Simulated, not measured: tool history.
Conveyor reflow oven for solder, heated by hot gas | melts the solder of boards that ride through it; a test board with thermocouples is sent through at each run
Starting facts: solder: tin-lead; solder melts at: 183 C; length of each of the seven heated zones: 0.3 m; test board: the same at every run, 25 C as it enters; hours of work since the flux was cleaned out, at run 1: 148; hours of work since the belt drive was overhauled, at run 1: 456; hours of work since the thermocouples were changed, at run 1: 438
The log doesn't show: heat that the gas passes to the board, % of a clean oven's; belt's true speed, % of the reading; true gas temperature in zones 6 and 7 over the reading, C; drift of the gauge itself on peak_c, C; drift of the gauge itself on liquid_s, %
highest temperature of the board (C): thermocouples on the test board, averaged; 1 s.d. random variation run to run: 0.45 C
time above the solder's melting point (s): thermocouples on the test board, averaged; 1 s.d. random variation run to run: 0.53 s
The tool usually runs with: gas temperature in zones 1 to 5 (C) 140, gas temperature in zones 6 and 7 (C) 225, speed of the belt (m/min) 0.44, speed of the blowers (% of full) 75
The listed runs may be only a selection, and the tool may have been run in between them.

run   hour  gas temperature in zones 1 to 5 (C)  gas temperature in zones 6 and 7 (C)  speed of the belt (m/min)  speed of the blowers (% of full)  hours of work since the flux was cleaned out  hours of work since the belt drive was overhauled  hours of work since the thermocouples were changed  highest temperature of the board (C)  time above the solder's melting point (s)
  1      0                                  140                                   225                       0.44                                75                                           148                                                456                                                 438                                 207.5                                       54.5
      18.9  -- flux residue cleaned out of gas plates and filters
  2   31.3                                  140                                   225                       0.44                                75                                             8                                                473                                                 454                                 208.9                                       54.3
  3   52.9                                  140                                   225                       0.44                                75                                            21                                                486                                                 468                                 208.5                                       54.1
  4   79.7                                  140                                   225                       0.44                                75                                            37                                                502                                                 484                                 208.8                                       54.5
  5  105.1                                  140                                   225                       0.44                                75                                            53                                                518                                                 499                                 209.4                                       54.5
  6  126.2                                  140                                   225                       0.44                                75                                            66                                                531                                                 512                                 207.8                                       55.4
  7  147.6                                  140                                   225                       0.44                                75                                            79                                                544                                                 526                                 208.1                                       54.7
  8  165.1                                  140                                   225                       0.44                                75                                            90                                                554                                                 536                                 207.8                                       55.2
  9  182.8                                  140                                   225                       0.44                                75                                           100                                                565                                                 547                                 207.2                                       54.9
 10  204.1                                  140                                   238                       0.44                                75                                           113                                                578                                                 560                                 219.1                                       64.3
 11  226.5                                  140                                   238                       0.44                                75                                           127                                                592                                                 574                                 218.6                                       64.1
 12  245.2                                  140                                   238                       0.44                                75                                           139                                                604                                                 585                                 219.2                                       63.6
 13  257.8                                  140                                   232                       0.44                                75                                           146                                                611                                                 593                                 213.4                                       60.1
 14  271.5                                  140                                   217                       0.44                                75                                           155                                                620                                                 601                                 200.2                                       45.3
     281.2  -- flux residue cleaned out of gas plates and filters
 15    301                                  140                                   217                       0.44                                75                                            12                                                635                                                 616                                 201.4                                       46.5
 16  319.8                                  140                                   217                       0.44                                75                                            24                                                646                                                 628                                 201.2                                       46.4
 17  345.6                                  140                                   217                      0.409                                75                                            39                                                662                                                 644                                 202.9                                       53.6
 18  359.5                                  131                                   232                      0.423                                75                                            48                                                670                                                 652                                 213.9                                       59.5
 19  380.9                                  131                                   232                      0.423                                75                                            61                                                684                                                 665                                 213.9                                       58.9
 20  395.4                                  131                                   232                      0.423                                75                                            70                                                692                                                 674                                 212.9                                       60.1
 21  419.2                                  131                                   232                      0.423                                75                                            84                                                707                                                 689                                 213.7                                         59
 22  437.9                                  131                                   232                      0.423                                75                                            96                                                719                                                 700                                 212.8                                       57.9
 23  453.5                                  141                                   222                      0.493                                86                                           105                                                728                                                 710                                 204.7                                       45.6
 24  477.9                                  147                                   225                       0.44                                76                                           120                                                743                                                 725                                 208.2                                       58.6
 25  508.1                                  144                                   214                       0.44                                51                                           139                                                761                                                 743                                 191.9                                       28.2
 26  522.3                                  126                                   217                       0.44                                75                                           148                                                770                                                 752                                 198.1                                         36
     541.6  -- flux residue cleaned out of gas plates and filters
 27  541.6                                  140                                   225                       0.44                                65                                             0                                                779                                                 761                                 206.2                                       51.3
 28  557.5                                  140                                   239                      0.445                                63                                            10                                                789                                                 770                                 216.1                                       61.2
 29  580.6                                  140                                   239                      0.445                                63                                            24                                                803                                                 784                                 216.6                                       60.2
 30  604.7                                  125                                   221                      0.501                                65                                            39                                                818                                                 799                                 194.3                                       24.4
 31  629.3                                  140                                   225                      0.432                                64                                            54                                                833                                                 814                                 205.7                                       51.2

Below are 3 alternative next runs, each starting from the tool's condition after run 31. Predict each:
  A  656.2                                  140                                   235                      0.393                                68                                            70                                                849                                                 831                                     ?                                          ?
  B  656.2                                  141                                   214                       0.38                                75                                            70                                                849                                                 831                                     ?                                          ?
  C  656.2                                  143                                   220                      0.432                                79                                            70                                                849                                                 831                                     ?                                          ?

run  highest temperature of the board (C)  time above the solder's melting point (s)
  A                                 217.5                                         72
  B                                 201.7                                       58.6
  C                                 204.9                                       55.2
Without the tool's unlogged condition, the same runs would have read:
run  highest temperature of the board (C)  time above the solder's melting point (s)
  A                                 219.9                                       72.4
  B                                 204.2                                       60.8
  C                                 207.4                                       56.7

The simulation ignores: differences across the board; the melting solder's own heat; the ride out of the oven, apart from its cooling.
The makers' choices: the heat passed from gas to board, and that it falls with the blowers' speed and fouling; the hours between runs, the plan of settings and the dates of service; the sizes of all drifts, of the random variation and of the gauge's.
